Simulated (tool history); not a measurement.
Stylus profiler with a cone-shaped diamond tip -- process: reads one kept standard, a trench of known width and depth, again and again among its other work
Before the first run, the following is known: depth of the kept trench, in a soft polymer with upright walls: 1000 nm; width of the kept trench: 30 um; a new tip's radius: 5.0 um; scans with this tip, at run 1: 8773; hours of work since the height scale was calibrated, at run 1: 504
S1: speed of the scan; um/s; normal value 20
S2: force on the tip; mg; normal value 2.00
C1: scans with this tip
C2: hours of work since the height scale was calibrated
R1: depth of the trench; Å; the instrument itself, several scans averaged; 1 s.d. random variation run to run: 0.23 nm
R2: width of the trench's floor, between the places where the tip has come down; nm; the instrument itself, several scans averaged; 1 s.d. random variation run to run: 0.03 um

{"run": 1, "hour": 0.0, "S1": 20, "S2": 2.0, "C1": 8773, "C2": 504, "R1": 10063.6, "R2": 21850}
{"run": 2, "hour": 47.2, "S1": 20, "S2": 5.09, "C1": 8912, "C2": 531, "R1": 10135.5, "R2": 21900}
{"run": 3, "hour": 89.6, "S1": 20, "S2": 5.09, "C1": 9036, "C2": 555, "R1": 10138.2, "R2": 21840}
{"run": 4, "hour": 174.8, "S1": 24, "S2": 2.0, "C1": 9286, "C2": 603, "R1": 10056.5, "R2": 21700}
{"run": 5, "hour": 255.1, "S1": 24, "S2": 2.0, "C1": 9522, "C2": 649, "R1": 10057.5, "R2": 21750}
{"run": 6, "hour": 320.9, "S1": 24, "S2": 2.0, "C1": 9715, "C2": 687, "R1": 10050.4, "R2": 21640}
{"run": 7, "hour": 394.4, "S1": 15, "S2": 2.0, "C1": 9931, "C2": 729, "R1": 10051.8, "R2": 21560}
{"run": 8, "hour": 435.8, "S1": 15, "S2": 2.0, "C1": 10052, "C2": 752, "R1": 10049.6, "R2": 21540}
{"run": 9, "hour": 488.5, "S1": 41, "S2": 2.0, "C1": 10207, "C2": 783, "R1": 10050.5, "R2": 21460}
{"run": 10, "hour": 561.4, "S1": 41, "S2": 2.0, "C1": 10421, "C2": 824, "R1": 10049.4, "R2": 21440}
{"run": 11, "hour": 622.1, "S1": 41, "S2": 2.0, "C1": 10599, "C2": 859, "R1": 10048.5, "R2": 21360}

The next listed run, before its measurement:
{"run": 12, "hour": 712.6, "S1": 37, "S2": 2.0, "C1": 10864, "C2": 911, "R1": "?", "R2": "?"}

R1: 10044.9 Å
R2: 21330 nm
With the hidden condition absent and the run-to-run variation left alone, this run would have shown R1 10084.7 Å, R2 23890 nm.

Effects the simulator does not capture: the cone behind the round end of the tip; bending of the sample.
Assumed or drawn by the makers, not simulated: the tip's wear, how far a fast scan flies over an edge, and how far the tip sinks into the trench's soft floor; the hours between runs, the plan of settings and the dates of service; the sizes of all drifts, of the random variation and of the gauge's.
